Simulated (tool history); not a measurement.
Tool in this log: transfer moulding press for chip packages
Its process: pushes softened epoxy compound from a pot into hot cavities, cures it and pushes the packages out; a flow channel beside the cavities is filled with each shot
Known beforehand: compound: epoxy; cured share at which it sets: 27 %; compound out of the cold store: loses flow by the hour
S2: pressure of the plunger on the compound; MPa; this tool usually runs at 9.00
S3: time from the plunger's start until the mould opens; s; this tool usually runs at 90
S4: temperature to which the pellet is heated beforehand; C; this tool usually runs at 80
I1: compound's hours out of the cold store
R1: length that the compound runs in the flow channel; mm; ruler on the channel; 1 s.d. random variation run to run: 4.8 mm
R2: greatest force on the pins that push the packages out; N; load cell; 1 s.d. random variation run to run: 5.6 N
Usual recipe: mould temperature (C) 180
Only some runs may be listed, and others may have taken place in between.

{"run": 1, "hour": 0.0, "mould temperature (C)": 180, "S2": 9.0, "S3": 90, "S4": 80, "I1": 27.6, "R1": 741, "R2": 233}
{"run": 2, "hour": 33.2, "mould temperature (C)": 180, "S2": 9.0, "S3": 90, "S4": 80, "I1": 36.1, "R1": 699, "R2": 275}
{"hour": 42.1, "done": "cavities cleaned with cleaning compound and waxed"}
{"run": 3, "hour": 58.6, "mould temperature (C)": 180, "S2": 9.0, "S3": 90, "S4": 80, "I1": 31.1, "R1": 721, "R2": 229}
{"hour": 89.4, "done": "mould's thermocouples calibrated"}
{"run": 4, "hour": 90.0, "mould temperature (C)": 180, "S2": 9.0, "S3": 90, "S4": 80, "I1": 21.2, "R1": 766, "R2": 258}
{"hour": 110.7, "done": "cavities cleaned with cleaning compound and waxed"}
{"run": 5, "hour": 129.8, "mould temperature (C)": 180, "S2": 9.0, "S3": 90, "S4": 80, "I1": 14.2, "R1": 778, "R2": 228}
{"run": 6, "hour": 154.9, "mould temperature (C)": 180, "S2": 9.0, "S3": 90, "S4": 80, "I1": 34.5, "R1": 688, "R2": 266}
{"run": 7, "hour": 172.6, "mould temperature (C)": 180, "S2": 9.0, "S3": 90, "S4": 80, "I1": 32.6, "R1": 698, "R2": 281}
{"hour": 176.1, "done": "cavities cleaned with cleaning compound and waxed"}
{"run": 8, "hour": 202.1, "mould temperature (C)": 180, "S2": 9.0, "S3": 90, "S4": 80, "I1": 45.9, "R1": 638, "R2": 237}
{"run": 9, "hour": 224.6, "mould temperature (C)": 180, "S2": 9.0, "S3": 90, "S4": 80, "I1": 34.9, "R1": 671, "R2": 266}
{"hour": 242.1, "done": "cavities cleaned with cleaning compound and waxed"}
{"run": 10, "hour": 254.4, "mould temperature (C)": 180, "S2": 9.0, "S3": 90, "S4": 80, "I1": 16.9, "R1": 743, "R2": 223}
{"hour": 268.6, "done": "plunger's sealing rings changed"}
{"run": 11, "hour": 295.3, "mould temperature (C)": 180, "S2": 9.0, "S3": 90, "S4": 80, "I1": 44.0, "R1": 673, "R2": 269}
{"hour": 310.1, "done": "cavities cleaned with cleaning compound and waxed"}
{"run": 12, "hour": 330.1, "mould temperature (C)": 180, "S2": 9.0, "S3": 90, "S4": 80, "I1": 17.8, "R1": 796, "R2": 243}
{"run": 13, "hour": 368.0, "mould temperature (C)": 180, "S2": 9.0, "S3": 90, "S4": 80, "I1": 37.3, "R1": 697, "R2": 277}
{"hour": 374.9, "done": "cavities cleaned with cleaning compound and waxed"}
{"run": 14, "hour": 396.1, "mould temperature (C)": 180, "S2": 9.0, "S3": 90, "S4": 84, "I1": 38.0, "R1": 684, "R2": 218}
{"run": 15, "hour": 429.8, "mould temperature (C)": 180, "S2": 9.0, "S3": 90, "S4": 84, "I1": 36.5, "R1": 696, "R2": 266}
{"hour": 441.0, "done": "cavities cleaned with cleaning compound and waxed"}
{"run": 16, "hour": 453.4, "mould temperature (C)": 180, "S2": 7.1, "S3": 90, "S4": 79, "I1": 43.2, "R1": 585, "R2": 206}
{"run": 17, "hour": 476.8, "mould temperature (C)": 180, "S2": 7.1, "S3": 90, "S4": 79, "I1": 32.3, "R1": 619, "R2": 258}
{"hour": 507.2, "done": "cavities cleaned with cleaning compound and waxed"}
{"run": 18, "hour": 507.6, "mould temperature (C)": 180, "S2": 7.1, "S3": 90, "S4": 79, "I1": 11.3, "R1": 712, "R2": 209}
{"run": 19, "hour": 536.9, "mould temperature (C)": 180, "S2": 6.93, "S3": 73, "S4": 80, "I1": 33.2, "R1": 606, "R2": 352}
{"run": 20, "hour": 569.3, "mould temperature (C)": 180, "S2": 6.93, "S3": 73, "S4": 80, "I1": 21.2, "R1": 645, "R2": 416}
{"hour": 573.0, "done": "cavities cleaned with cleaning compound and waxed"}
{"run": 21, "hour": 594.9, "mould temperature (C)": 180, "S2": 6.93, "S3": 73, "S4": 80, "I1": 30.9, "R1": 615, "R2": 330}
{"hour": 608.7, "done": "plunger's sealing rings changed"}
{"run": 22, "hour": 614.4, "mould temperature (C)": 180, "S2": 10.72, "S3": 73, "S4": 86, "I1": 36.5, "R1": 775, "R2": 378}
{"run": 23, "hour": 637.4, "mould temperature (C)": 180, "S2": 7.43, "S3": 90, "S4": 76, "I1": 26.7, "R1": 684, "R2": 277}
{"hour": 642.2, "done": "cavities cleaned with cleaning compound and waxed"}
{"run": 24, "hour": 673.6, "mould temperature (C)": 188, "S2": 9.0, "S3": 89, "S4": 81, "I1": 25.5, "R1": 732, "R2": 207}
{"run": 25, "hour": 704.3, "mould temperature (C)": 183, "S2": 9.0, "S3": 93, "S4": 75, "I1": 47.4, "R1": 647, "R2": 253}
{"hour": 708.1, "done": "cavities cleaned with cleaning compound and waxed"}
{"run": 26, "hour": 745.6, "mould temperature (C)": 180, "S2": 10.01, "S3": 90, "S4": 80, "I1": 24.1, "R1": 795, "R2": 255}
{"hour": 774.8, "done": "cavities cleaned with cleaning compound and waxed"}
{"run": 27, "hour": 780.5, "mould temperature (C)": 180, "S2": 10.01, "S3": 90, "S4": 80, "I1": 34.9, "R1": 728, "R2": 200}
{"run": 28, "hour": 801.0, "mould temperature (C)": 175, "S2": 7.18, "S3": 90, "S4": 80, "I1": 42.4, "R1": 611, "R2": 297}
{"run": 29, "hour": 830.2, "mould temperature (C)": 179, "S2": 9.0, "S3": 83, "S4": 84, "I1": 45.9, "R1": 642, "R2": 316}

What if the next run were any one of these 3? Each begins from the tool's condition after run 29:
{"hour": 839.9, "done": "cavities cleaned with cleaning compound and waxed"}
{"run": "A", "hour": 865.9, "mould temperature (C)": 179, "S2": 9.0, "S3": 129, "S4": 84, "I1": 22.2, "R1": "?", "R2": "?"}
{"hour": 839.9, "done": "cavities cleaned with cleaning compound and waxed"}
{"run": "B", "hour": 865.9, "mould temperature (C)": 182, "S2": 7.22, "S3": 81, "S4": 80, "I1": 43.2, "R1": "?", "R2": "?"}
{"hour": 839.9, "done": "cavities cleaned with cleaning compound and waxed"}
{"run": "C", "hour": 865.9, "mould temperature (C)": 180, "S2": 10.68, "S3": 90, "S4": 80, "I1": 43.9, "R1": "?", "R2": "?"}

run=A R1=738 R2=212
run=B R1=579 R2=265
run=C R1=701 R2=243
Stripped of hidden state, with their random variation kept, the same runs would have yielded:
run=A R1=777 R2=172
run=B R1=610 R2=205
run=C R1=738 R2=189
